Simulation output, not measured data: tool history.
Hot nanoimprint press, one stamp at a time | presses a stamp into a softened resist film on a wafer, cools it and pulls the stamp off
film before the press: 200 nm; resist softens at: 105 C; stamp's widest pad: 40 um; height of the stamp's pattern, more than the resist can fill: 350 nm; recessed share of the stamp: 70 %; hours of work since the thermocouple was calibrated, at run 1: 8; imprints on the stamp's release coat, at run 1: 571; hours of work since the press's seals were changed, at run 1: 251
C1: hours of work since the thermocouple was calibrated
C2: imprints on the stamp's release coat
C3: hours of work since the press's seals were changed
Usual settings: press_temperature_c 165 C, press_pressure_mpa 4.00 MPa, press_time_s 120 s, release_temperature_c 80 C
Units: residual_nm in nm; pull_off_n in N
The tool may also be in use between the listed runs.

run 1 hour=0.0 | press_temperature_c=165 press_pressure_mpa=4.00 press_time_s=120 release_temperature_c=80 | C1=8 C2=571 C3=251 | residual_nm=80.8 pull_off_n=147
run 2 hour=13.4 | press_temperature_c=165 press_pressure_mpa=4.00 press_time_s=120 release_temperature_c=80 | C1=14 C2=598 C3=257 | residual_nm=80.9 pull_off_n=146
run 3 hour=22.5 | press_temperature_c=165 press_pressure_mpa=5.29 press_time_s=120 release_temperature_c=80 | C1=17 C2=617 C3=261 | residual_nm=71.4 pull_off_n=146
run 4 hour=36.1 | press_temperature_c=175 press_pressure_mpa=5.29 press_time_s=120 release_temperature_c=80 | C1=23 C2=645 C3=267 | residual_nm=44.1 pull_off_n=146
run 5 hour=52.2 | press_temperature_c=165 press_pressure_mpa=4.00 press_time_s=120 release_temperature_c=80 | C1=30 C2=678 C3=273 | residual_nm=80.7 pull_off_n=147
run 6 hour=63.9 | press_temperature_c=170 press_pressure_mpa=4.00 press_time_s=120 release_temperature_c=80 | C1=35 C2=702 C3=278 | residual_nm=64.2 pull_off_n=149
run 7 hour=80.9 | press_temperature_c=170 press_pressure_mpa=4.00 press_time_s=120 release_temperature_c=80 | C1=42 C2=737 C3=286 | residual_nm=63.8 pull_off_n=148
run 8 hour=89.8 | press_temperature_c=170 press_pressure_mpa=4.00 press_time_s=120 release_temperature_c=80 | C1=46 C2=755 C3=290 | residual_nm=63.8 pull_off_n=149
run 9 hour=104.7 | press_temperature_c=165 press_pressure_mpa=2.90 press_time_s=120 release_temperature_c=80 | C1=53 C2=786 C3=296 | residual_nm=92.8 pull_off_n=151
run 10 hour=114.4 | press_temperature_c=165 press_pressure_mpa=2.90 press_time_s=120 release_temperature_c=80 | C1=57 C2=806 C3=300 | residual_nm=93.0 pull_off_n=150
run 11 hour=124.9 | press_temperature_c=176 press_pressure_mpa=4.00 press_time_s=120 release_temperature_c=80 | C1=61 C2=828 C3=305 | residual_nm=48.5 pull_off_n=149
run 12 hour=139.4 | press_temperature_c=176 press_pressure_mpa=4.00 press_time_s=120 release_temperature_c=80 | C1=68 C2=857 C3=311 | residual_nm=48.3 pull_off_n=151
run 13 hour=158.8 | press_temperature_c=165 press_pressure_mpa=4.00 press_time_s=168 release_temperature_c=80 | C1=76 C2=897 C3=319 | residual_nm=70.1 pull_off_n=149
run 14 hour=171.9 | press_temperature_c=162 press_pressure_mpa=4.76 press_time_s=168 release_temperature_c=80 | C1=82 C2=924 C3=325 | residual_nm=75.0 pull_off_n=151
run 15 hour=187.3 | press_temperature_c=162 press_pressure_mpa=4.76 press_time_s=168 release_temperature_c=80 | C1=88 C2=956 C3=331 | residual_nm=75.3 pull_off_n=151
run 16 hour=198.9 | press_temperature_c=165 press_pressure_mpa=3.17 press_time_s=120 release_temperature_c=66 | C1=93 C2=980 C3=336 | residual_nm=88.9 pull_off_n=179
run 17 hour=208.8 | press_temperature_c=176 press_pressure_mpa=5.12 press_time_s=144 release_temperature_c=70 | C1=97 C2=1000 C3=341 | residual_nm=39.1 pull_off_n=172

Forecast each of these 3 alternatives for the next run:
run A hour=224.7 | press_temperature_c=165 press_pressure_mpa=5.20 press_time_s=120 release_temperature_c=83 | C1=104 C2=1033 C3=347 | residual_nm=? pull_off_n=?
run B hour=224.7 | press_temperature_c=158 press_pressure_mpa=4.00 press_time_s=129 release_temperature_c=78 | C1=104 C2=1033 C3=347 | residual_nm=? pull_off_n=?
run C hour=224.7 | press_temperature_c=176 press_pressure_mpa=6.29 press_time_s=224 release_temperature_c=70 | C1=104 C2=1033 C3=347 | residual_nm=? pull_off_n=?

run=A residual_nm=71.2 pull_off_n=148
run=B residual_nm=108.3 pull_off_n=160
run=C residual_nm=28.7 pull_off_n=173
Without the tool's hidden state the same runs would have given:
run=A residual_nm=71.9 pull_off_n=134
run=B residual_nm=109.6 pull_off_n=145
run=C residual_nm=28.9 pull_off_n=156
